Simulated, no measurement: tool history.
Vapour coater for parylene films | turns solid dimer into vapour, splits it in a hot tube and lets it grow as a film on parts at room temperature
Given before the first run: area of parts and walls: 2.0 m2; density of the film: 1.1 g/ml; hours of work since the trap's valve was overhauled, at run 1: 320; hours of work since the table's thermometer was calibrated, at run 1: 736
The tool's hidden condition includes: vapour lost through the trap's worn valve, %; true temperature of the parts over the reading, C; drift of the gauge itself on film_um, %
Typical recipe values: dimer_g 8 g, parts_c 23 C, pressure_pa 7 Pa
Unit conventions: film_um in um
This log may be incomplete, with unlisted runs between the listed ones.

run,hour,dimer_g,parts_c,pressure_pa,hours of work since the trap's valve was overhauled,hours of work since the table's thermometer was calibrated,film_um
1,0,8,23,7,320,736,1.89
2,24,8,23,7,339,755,1.85
3,39.5,8,23,7,351,767,1.85
4,56.3,8,23,7,364,780,1.88
5,83.1,8,23,7,385,801,1.87
6,101.4,8,23,7,399,815,1.88
7,116.7,8,23,7,411,827,1.88
8,134.9,8,23,7,425,842,1.86
9,161.4,8,26,7,446,862,1.71
10,175.1,8,26,7,457,873,1.72
11,196.9,8,26,7,474,890,1.72
12,216.3,8,26,7,489,905,1.7
13,235.2,8,26,7,504,920,1.69
14,256,8,26,10.72,520,936,1.69
15,276,8,16,7,536,952,2.35
16,293.6,12,23,7,549,966,2.79
17,312.2,12,23,7,564,980,2.8
18,340.7,8,23,7,586,1002,1.87
19,369.1,8,23,7,608,1025,1.88
20,390.9,8,23,2.22,626,1042,1.99
21,403.8,8,25,7,636,1052,1.75
# hour 434.1: trap's valve overhauled
22,435.1,8,25,7,1,1073,1.8
23,463.6,9,34,7,23,1095,1.5
24,490.9,6,33,7,44,1117,1.04
25,511.3,10,25,8.86,60,1133,2.18
26,538,3,23,10.14,81,1153,0.69
27,561,3,23,10.14,99,1171,0.68
28,583.8,3,23,10.14,117,1189,0.7
29,603.3,3,23,10.14,132,1204,0.68
30,627.3,3,23,10.14,151,1223,0.71
31,643.1,8,20,2.52,163,1236,2.17
32,667,8,20,2.52,182,1254,2.19
33,695.1,4,30,3.03,204,1276,0.78
34,720.2,8,25,7.88,224,1296,1.73
35,745,13,15,7.08,243,1315,3.92
36,771.2,13,15,7.08,263,1336,3.88
37,795.3,13,15,7.08,282,1354,3.9
38,811.5,3,23,11.86,295,1367,0.68
39,830.1,8,23,2.45,309,1382,1.95

For each entry between runs, how does the tool's hidden state at the last listed run before it compare with that at the first listed run after it?
After run 21, before run 22: trap's valve overhauled (hour 434.1)
  vapour lost through the trap's worn valve, %: 0.2 -> 0

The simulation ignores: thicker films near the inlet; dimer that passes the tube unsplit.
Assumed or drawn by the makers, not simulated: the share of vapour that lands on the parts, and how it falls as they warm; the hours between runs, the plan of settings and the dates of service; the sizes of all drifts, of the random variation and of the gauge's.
